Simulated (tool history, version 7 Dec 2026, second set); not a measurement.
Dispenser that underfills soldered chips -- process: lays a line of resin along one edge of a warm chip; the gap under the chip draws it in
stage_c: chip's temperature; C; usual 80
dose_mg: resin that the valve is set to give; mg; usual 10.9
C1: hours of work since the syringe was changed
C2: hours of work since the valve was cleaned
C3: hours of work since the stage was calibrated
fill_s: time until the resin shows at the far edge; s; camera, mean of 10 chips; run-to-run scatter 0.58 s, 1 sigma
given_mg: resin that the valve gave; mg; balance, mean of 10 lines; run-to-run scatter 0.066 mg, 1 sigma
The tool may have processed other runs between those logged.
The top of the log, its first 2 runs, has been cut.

-- hour=7.0 new syringe of resin
run 3 hour=9.8 | stage_c=80 dose_mg=10.9 | C1=2 C2=52 C3=130 | fill_s=56.1 given_mg=10.64
run 4 hour=13.4 | stage_c=80 dose_mg=10.9 | C1=4 C2=54 C3=132 | fill_s=69.1 given_mg=10.57
run 5 hour=16.1 | stage_c=80 dose_mg=10.9 | C1=6 C2=55 C3=134 | fill_s=76.9 given_mg=10.47
-- hour=17.5 new syringe of resin
run 6 hour=21.5 | stage_c=80 dose_mg=10.9 | C1=2 C2=58 C3=137 | fill_s=62.8 given_mg=10.45
run 7 hour=25.0 | stage_c=80 dose_mg=13.4 | C1=5 C2=61 C3=139 | fill_s=69.8 given_mg=12.98
-- hour=27.7 new syringe of resin
run 8 hour=30.6 | stage_c=80 dose_mg=10.2 | C1=2 C2=64 C3=142 | fill_s=60.7 given_mg=9.88
run 9 hour=33.6 | stage_c=80 dose_mg=10.2 | C1=4 C2=66 C3=144 | fill_s=69.7 given_mg=9.89
-- hour=38.2 new syringe of resin
run 10 hour=38.2 | stage_c=80 dose_mg=10.9 | C1=0 C2=68 C3=146 | fill_s=50.3 given_mg=10.50
run 11 hour=41.5 | stage_c=80 dose_mg=10.9 | C1=2 C2=70 C3=148 | fill_s=60.4 given_mg=10.50
run 12 hour=44.8 | stage_c=80 dose_mg=10.9 | C1=4 C2=72 C3=150 | fill_s=68.6 given_mg=10.46
run 13 hour=47.6 | stage_c=80 dose_mg=10.9 | C1=6 C2=74 C3=152 | fill_s=78.3 given_mg=10.52
-- hour=48.7 new syringe of resin
run 14 hour=50.4 | stage_c=65 dose_mg=10.9 | C1=1 C2=75 C3=154 | fill_s=103.3 given_mg=10.34
run 15 hour=55.4 | stage_c=65 dose_mg=10.9 | C1=4 C2=78 C3=157 | fill_s=129.2 given_mg=10.46
-- hour=59.0 new syringe of resin
run 16 hour=59.6 | stage_c=65 dose_mg=10.9 | C1=0 C2=81 C3=159 | fill_s=97.6 given_mg=10.38
run 17 hour=63.4 | stage_c=65 dose_mg=10.9 | C1=3 C2=83 C3=161 | fill_s=116.4 given_mg=10.55
run 18 hour=67.5 | stage_c=65 dose_mg=10.9 | C1=5 C2=86 C3=164 | fill_s=141.5 given_mg=10.45
-- hour=69.6 new syringe of resin
run 19 hour=70.7 | stage_c=65 dose_mg=10.9 | C1=1 C2=87 C3=166 | fill_s=100.5 given_mg=10.45
run 20 hour=73.7 | stage_c=85 dose_mg=13.0 | C1=2 C2=89 C3=167 | fill_s=49.2 given_mg=12.41
run 21 hour=78.8 | stage_c=95 dose_mg=14.1 | C1=6 C2=92 C3=170 | fill_s=42.6 given_mg=13.42
-- hour=80.2 new syringe of resin
run 22 hour=84.1 | stage_c=95 dose_mg=14.1 | C1=2 C2=95 C3=173 | fill_s=33.0 given_mg=13.40

Run 23 is up next; what results do you expect?
run 23 hour=86.7 | stage_c=82 dose_mg=13.0 | C1=4 C2=97 C3=175 | fill_s=? given_mg=?

{"run 23": {"fill_s": 61.7, "given_mg": 12.22}}
Were there no unlogged condition in the tool, this run, its random variation unchanged, would have produced fill_s 44.7 s, given_mg 12.94 mg.
